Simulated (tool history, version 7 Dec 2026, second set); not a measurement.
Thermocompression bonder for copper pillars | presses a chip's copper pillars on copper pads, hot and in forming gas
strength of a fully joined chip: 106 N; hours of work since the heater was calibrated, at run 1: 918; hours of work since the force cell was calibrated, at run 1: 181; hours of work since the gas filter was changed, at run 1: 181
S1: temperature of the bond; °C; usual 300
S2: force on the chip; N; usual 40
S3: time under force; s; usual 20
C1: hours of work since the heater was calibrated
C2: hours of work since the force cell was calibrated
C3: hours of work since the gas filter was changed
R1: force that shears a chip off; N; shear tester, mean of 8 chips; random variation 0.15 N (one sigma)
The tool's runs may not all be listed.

run,hour,S1,S2,S3,C1,C2,C3,R1
1,0,300,40,20,918,181,181,45.7
2,18.2,300,40,12,928,192,192,37.4
3,46.7,300,46,12,945,208,208,40.1
4,60.3,300,46,12,952,216,216,39.7
5,89.4,329,40,20,969,233,233,61.1
6,101.2,329,40,20,976,240,240,60.9
7,128.6,305,40,20,992,255,255,47.7
8,143.2,324,40,20,1000,264,264,58
9,164.9,324,40,20,1013,276,276,57.9
10,181.7,324,40,20,1022,286,286,58
11,200.6,324,40,20,1033,297,297,57.9
# hour 209: forming gas filter changed
12,225.7,300,32,20,1047,311,10,43.2
13,238.9,300,32,20,1055,319,17,42.9
14,261.6,300,32,20,1068,332,30,43.2
15,280.7,301,40,20,1079,343,41,48
16,299.6,301,40,20,1090,353,52,47.9
17,327.4,303,40,20,1106,369,68,49.1
18,341,303,40,20,1113,377,76,48.9
19,360.8,303,40,20,1125,389,87,49.1
# hour 385.6: heater calibrated with a thermocouple chip
20,388.6,303,40,20,2,403,102,44.6
21,403.9,300,29,20,11,412,111,36.5
22,419.7,271,40,20,20,421,120,28.2
23,436.7,313,36,20,29,431,130,47.3
24,460.7,308,44,18,43,445,144,47.2
25,477.1,277,44,25,53,454,153,35.7
26,500.5,271,40,24,66,468,166,30.6
27,521.4,271,40,24,78,480,178,30.2
28,535.6,309,40,46,86,488,187,62.3
29,558.3,273,40,21,99,501,200,29.5
30,586.2,273,40,21,115,517,216,29.4
31,605.1,300,40,38,126,528,227,52.7
32,619.5,300,25,46,134,536,235,45.7
33,645.9,300,35,20,150,551,250,39.6
34,660.4,311,41,20,158,560,258,48.2
35,689.1,288,26,32,174,576,275,34.3
36,713.1,300,39,20,188,590,289,41
37,734.6,300,30,53,201,602,301,51.7
# hour 737: forming gas filter changed
38,750.3,324,28,45,209,611,8,65.1
39,773.4,324,28,45,223,624,21,64.5
40,797,291,30,12,236,638,35,27.2

3 ways to go on from here, each from the tool as it stands after run 40. What would each give?
A,809.3,327,55,12,243,645,42,?
B,809.3,289,30,12,243,645,42,?
C,809.3,291,30,17,243,645,42,?

run,R1
A,57.4
B,26.5
C,31.9
Without the tool's hidden state the same runs would have given:
run,R1
A,57.8
B,26.6
C,32
